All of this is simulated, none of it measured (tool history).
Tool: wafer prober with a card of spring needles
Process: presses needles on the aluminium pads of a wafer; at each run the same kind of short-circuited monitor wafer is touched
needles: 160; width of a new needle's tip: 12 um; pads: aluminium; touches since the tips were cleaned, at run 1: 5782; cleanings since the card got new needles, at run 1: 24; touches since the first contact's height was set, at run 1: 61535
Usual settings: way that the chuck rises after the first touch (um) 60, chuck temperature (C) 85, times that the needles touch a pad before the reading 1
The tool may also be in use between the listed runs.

run	hour	way that the chuck rises after the first touch (um)	chuck temperature (C)	times that the needles touch a pad before the reading	touches since the tips were cleaned	cleanings since the card got new needles	touches since the first contact's height was set	resistance of one needle with its contact and lead (mohm)	way that a needle slides on the pad (um)
1	0.0	60	85	1	5782	24	61535	140	8.59
# hour 17.3: tips cleaned on abrasive film
2	50.2	60	85	1	6110	25	70830	142	8.56
# hour 64.0: tips cleaned on abrasive film
3	104.9	60	85	1	7572	26	80935	143	8.58
# hour 113.8: tips cleaned on abrasive film
4	153.3	60	85	1	7320	27	89901	143	8.66
# hour 161.2: tips cleaned on abrasive film
5	205.7	60	85	1	8255	28	99599	142	8.60
# hour 211.6: tips cleaned on abrasive film
6	244.0	60	40	1	6007	29	106671	137	8.58
# hour 261.8: tips cleaned on abrasive film
7	275.2	60	40	1	2485	30	112449	127	8.56
8	302.7	60	40	1	7577	30	117541	141	8.57
# hour 313.9: tips cleaned on abrasive film
9	345.9	60	40	1	5935	31	125529	136	8.54
# hour 361.2: tips cleaned on abrasive film
10	372.8	60	85	1	2150	32	130501	136	8.51
# hour 410.4: tips cleaned on abrasive film
11	416.7	60	85	1	1166	33	138620	128	8.46
# hour 458.3: tips cleaned on abrasive film
12	465.1	60	85	1	1255	34	147572	129	8.51
13	494.3	60	86	1	6664	34	152981	142	8.51
# hour 508.9: tips cleaned on abrasive film
14	553.0	60	85	1	8165	35	163841	143	8.47
# hour 556.5: tips cleaned on abrasive film
# hour 605.4: tips cleaned on abrasive film
15	610.9	59	57	1	1021	37	174551	125	8.35
# hour 653.3: tips cleaned on abrasive film
16	662.4	59	57	1	1686	38	184076	133	8.31
# hour 666.9: height of the first contact set anew
# hour 701.9: tips cleaned on abrasive film
17	701.9	75	57	1	0	39	6469	111	10.83
18	727.8	68	34	2	4802	39	11271	119	9.81
# hour 749.3: tips cleaned on abrasive film
19	784.1	68	41	1	6450	40	21693	130	9.83
# hour 795.8: tips cleaned on abrasive film
# hour 842.8: tips cleaned on abrasive film
20	842.8	70	85	1	0	42	32537	115	10.13
21	887.5	68	85	1	8288	42	40825	136	9.76
# hour 892.4: tips cleaned on abrasive film
22	934.5	73	119	2	7813	43	49521	129	10.52
# hour 941.6: tips cleaned on abrasive film
23	977.9	73	119	2	6720	44	57539	129	10.47
# hour 988.9: tips cleaned on abrasive film
24	1006.4	73	119	2	3244	45	62810	127	10.44
# hour 1039.5: tips cleaned on abrasive film
25	1039.6	49	39	1	20	46	68942	116	6.92
26	1075.0	60	55	3	6587	46	75509	123	8.56
# hour 1088.1: tips cleaned on abrasive film
27	1134.0	76	98	2	8506	47	86427	126	10.92

5 ways to go on from here, each from the tool as it stands after run 27. What would each give?
# hour 1139.0: tips cleaned on abrasive film
A	1171.1	60	73	2	5952	48	93290	?	?
# hour 1139.0: tips cleaned on abrasive film
B	1171.1	76	34	1	5952	48	93290	?	?
# hour 1139.0: tips cleaned on abrasive film
C	1171.1	67	76	2	5952	48	93290	?	?
# hour 1139.0: tips cleaned on abrasive film
D	1171.1	60	43	2	5952	48	93290	?	?
# hour 1139.0: tips cleaned on abrasive film
E	1171.1	60	85	3	5952	48	93290	?	?

run	resistance of one needle with its contact and lead (mohm)	way that a needle slides on the pad (um)
A	132	8.53
B	126	10.82
C	128	9.60
D	125	8.57
E	126	8.57
Without the tool's hidden state the same runs would have given:
run	resistance of one needle with its contact and lead (mohm)	way that a needle slides on the pad (um)
A	114	8.66
B	106	10.95
C	113	9.73
D	107	8.69
E	115	8.69
